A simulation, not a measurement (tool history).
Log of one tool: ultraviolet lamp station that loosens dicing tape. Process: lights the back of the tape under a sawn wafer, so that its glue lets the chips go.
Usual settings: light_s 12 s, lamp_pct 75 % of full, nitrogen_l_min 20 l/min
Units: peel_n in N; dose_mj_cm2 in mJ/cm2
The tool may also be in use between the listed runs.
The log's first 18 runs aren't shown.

| run | day | light_s | lamp_pct | nitrogen_l_min | peel_n | dose_mj_cm2 |
|---|---|---|---|---|---|---|
| 19 | 7.546 | 12 | 64 | 20 | 0.618 | 163 |
| 20 | 7.979 | 12 | 75 | 20 | 0.448 | 189 |
| 21 | 8.446 | 12 | 75 | 13 | 0.607 | 192 |
| 22 | 9.05 | 12 | 75 | 13 | 0.631 | 185 |
| 23 | 9.608 | 12 | 75 | 13 | 0.647 | 189 |
| 24 | 9.908 | 12 | 75 | 13 | 0.655 | 189 |
| 25 | 10.354 | 14 | 90 | 20 | 0.286 | 263 |
| 26 | 10.933 | 10 | 74 | 9 | 1.317 | 154 |
| 27 | 11.483 | 11 | 82 | 29 | 0.376 | 192 |
| 28 | 11.917 | 11 | 82 | 29 | 0.356 | 184 |
| 29 | 12.321 | 20 | 62 | 20 | 0.289 | 253 |
| 30 | 12.754 | 6 | 92 | 25 | 0.99 | 110 |
| 31 | 13.117 | 12 | 82 | 20 | 0.429 | 200 |
| 32 | 13.525 | 12 | 82 | 20 | 0.401 | 201 |
| 33 | 14.033 | 19 | 75 | 20 | 0.261 | 287 |
| 34 | 14.358 | 15 | 70 | 31 | 0.296 | 211 |
| 35 | 14.796 | 15 | 83 | 13 | 0.389 | 250 |

Run 36 comes next. What will it give?
| 36 | 15.146 | 12 | 75 | 9 | ? | ? |

{"run 36": {"peel_n": 0.943, "dose_mj_cm2": 180}}
Without the tool's hidden state the same run would have given peel_n 0.674 N, dose_mj_cm2 215 mJ/cm2.
